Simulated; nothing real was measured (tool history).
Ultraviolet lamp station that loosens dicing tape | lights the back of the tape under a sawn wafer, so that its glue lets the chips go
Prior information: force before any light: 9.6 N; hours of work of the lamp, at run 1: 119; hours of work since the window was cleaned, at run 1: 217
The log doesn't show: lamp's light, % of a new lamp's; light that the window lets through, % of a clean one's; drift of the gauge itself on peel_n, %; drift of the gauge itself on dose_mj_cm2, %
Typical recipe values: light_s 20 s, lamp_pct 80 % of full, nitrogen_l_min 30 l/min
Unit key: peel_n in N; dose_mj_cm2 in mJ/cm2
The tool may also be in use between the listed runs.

| run | hour | light_s | lamp_pct | nitrogen_l_min | hours of work of the lamp | hours of work since the window was cleaned | peel_n | dose_mj_cm2 |
|---|---|---|---|---|---|---|---|---|
| 1 | 0 | 20 | 80 | 30 | 119 | 217 | 0.581 | 364 |
| 2 | 18.1 | 20 | 71 | 30 | 128 | 225 | 0.744 | 318 |
| 3 | 29.7 | 16 | 80 | 30 | 133 | 231 | 0.956 | 282 |
| 4 | 48.8 | 20 | 80 | 30 | 142 | 240 | 0.585 | 355 |
| 5 | 60.1 | 20 | 77 | 30 | 147 | 245 | 0.659 | 339 |
| 6 | 68.7 | 20 | 77 | 30 | 152 | 249 | 0.669 | 335 |
| 7 | 79.1 | 20 | 77 | 10 | 156 | 254 | 1.195 | 340 |
| 8 | 94.5 | 20 | 77 | 10 | 164 | 261 | 1.232 | 332 |
| 9 | 104.7 | 20 | 77 | 10 | 169 | 266 | 1.212 | 332 |
| 10 | 113.4 | 20 | 77 | 10 | 173 | 270 | 1.255 | 331 |
| 11 | 122.1 | 13 | 80 | 30 | 177 | 274 | 1.493 | 226 |
|  | 125.4 | window cleaned of glue's vapour |
| 12 | 140.5 | 13 | 80 | 30 | 185 | 7 | 1.106 | 263 |
| 13 | 148.9 | 28 | 80 | 11 | 189 | 11 | 0.434 | 558 |
| 14 | 159.2 | 12 | 85 | 11 | 194 | 16 | 1.762 | 254 |
| 15 | 178.2 | 11 | 65 | 12 | 203 | 25 | 2.755 | 179 |
| 16 | 186.6 | 11 | 88 | 32 | 207 | 29 | 1.284 | 239 |
| 17 | 203.2 | 16 | 68 | 32 | 215 | 37 | 1.062 | 266 |
| 18 | 211.3 | 38 | 80 | 51 | 219 | 41 | 0.247 | 746 |
| 19 | 220.9 | 38 | 80 | 51 | 223 | 45 | 0.243 | 743 |
| 20 | 238.6 | 38 | 80 | 51 | 232 | 54 | 0.239 | 740 |
| 21 | 257.6 | 25 | 84 | 30 | 241 | 63 | 0.341 | 505 |

Alternative continuations, all from the tool just after run 21; predict every row:
| A | 269.6 | 32 | 70 | 15 | 246 | 68 | ? | ? |
| B | 269.6 | 32 | 79 | 58 | 246 | 68 | ? | ? |
| C | 269.6 | 32 | 79 | 35 | 246 | 68 | ? | ? |
| D | 269.6 | 20 | 80 | 27 | 246 | 68 | ? | ? |

| run | peel_n | dose_mj_cm2 |
|---|---|---|
| A | 0.398 | 537 |
| B | 0.255 | 597 |
| C | 0.289 | 604 |
| D | 0.555 | 384 |
Take away the tool's hidden state, keep each run's random variation, and the runs would have read:
| run | peel_n | dose_mj_cm2 |
|---|---|---|
| A | 0.341 | 598 |
| B | 0.247 | 664 |
| C | 0.275 | 672 |
| D | 0.457 | 427 |
